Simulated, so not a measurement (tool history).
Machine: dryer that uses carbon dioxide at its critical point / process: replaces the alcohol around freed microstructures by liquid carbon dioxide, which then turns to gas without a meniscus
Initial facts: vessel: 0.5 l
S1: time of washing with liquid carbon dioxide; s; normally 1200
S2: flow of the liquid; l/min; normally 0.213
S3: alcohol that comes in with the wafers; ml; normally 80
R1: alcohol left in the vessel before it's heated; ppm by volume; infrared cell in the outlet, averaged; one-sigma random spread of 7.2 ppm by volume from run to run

run     day    S1     S2   S3    R1
  1   0.000  1200  0.213   80   844
  2   0.379  1200  0.213   80   893
  3   0.638  1200  0.213   80   897
  4   1.017  1200  0.213   80   902
  5   1.279  1200  0.213   80   909
  6   1.533  1200  0.213   80   892
  7   1.875  1200  0.213   80   914
  8   2.267  1200  0.213   51   603
  9   2.508  1200  0.213   51   594
 10   2.750  1200  0.213   51   587
 11   2.954  1200  0.213   60   696
 12   3.304  1200  0.213   60   702
 13   3.512  1200  0.213   60   718
 14   3.950  1200  0.213   60   728
 15   4.242  1440  0.213   80   356
 16   4.421  1200  0.213   27   343
 17   4.658  1200  0.213   27   327
 18   4.867  1500  0.213   80   287
 19   5.112   840  0.213   80  4442
 20   5.317   840  0.213   80  4408
 21   5.638   840  0.213   43  2361
 22   6.062   840  0.213   43  2389
 23   6.246   780  0.213   80  5859
 24   6.425  1380  0.213   80   483
 25   6.767  1080  0.224   23   399
 26   7.188  1080  0.330   43    86
 27   7.438  1380  0.336   80    43
 28   7.683  1380  0.329   21    39
 29   7.967   840  0.278   59  1093
 30   8.379   840  0.278   59  1063
 31   8.588  1200  0.263   80   312
 32   9.021  1200  0.328   22    46
 33   9.379  1200  0.328   22    44
 34   9.692  1140  0.142   80  7047
 35  10.017  1020  0.142   71  9022
 36  10.342   900  0.308   32   269
 37  10.783   900  0.308   32   106
 38  11.092  1560  0.345   34    41
 39  11.521  1320  0.345   57    43
 40  11.946  1200  0.213   47   245
 41  12.179  1320  0.213   47   156
 42  12.442  1320  0.322   47    29
 43  12.746  1200  0.213   53   273
 44  12.933  1200  0.173   30   499
 45  13.350  1200  0.271   80    99
 46  13.546  1200  0.193   51   475
 47  13.883  1500  0.175  101   483

Put back what was entered between runs (1 entry, withheld): which listed runs does each sit between, and how does the hidden state differ from the listed run before to the listed run after?
After run 36, before run 37: inlet filter changed (day 10.588)
  flow that reaches the vessel past the clogged filter, %: 82 -> 99.9; alcohol in the recycled carbon dioxide, ppm: 34.4 -> 34.8
  measured value less the no-hidden-state value, R1: +198 -> +31 ppm by volume

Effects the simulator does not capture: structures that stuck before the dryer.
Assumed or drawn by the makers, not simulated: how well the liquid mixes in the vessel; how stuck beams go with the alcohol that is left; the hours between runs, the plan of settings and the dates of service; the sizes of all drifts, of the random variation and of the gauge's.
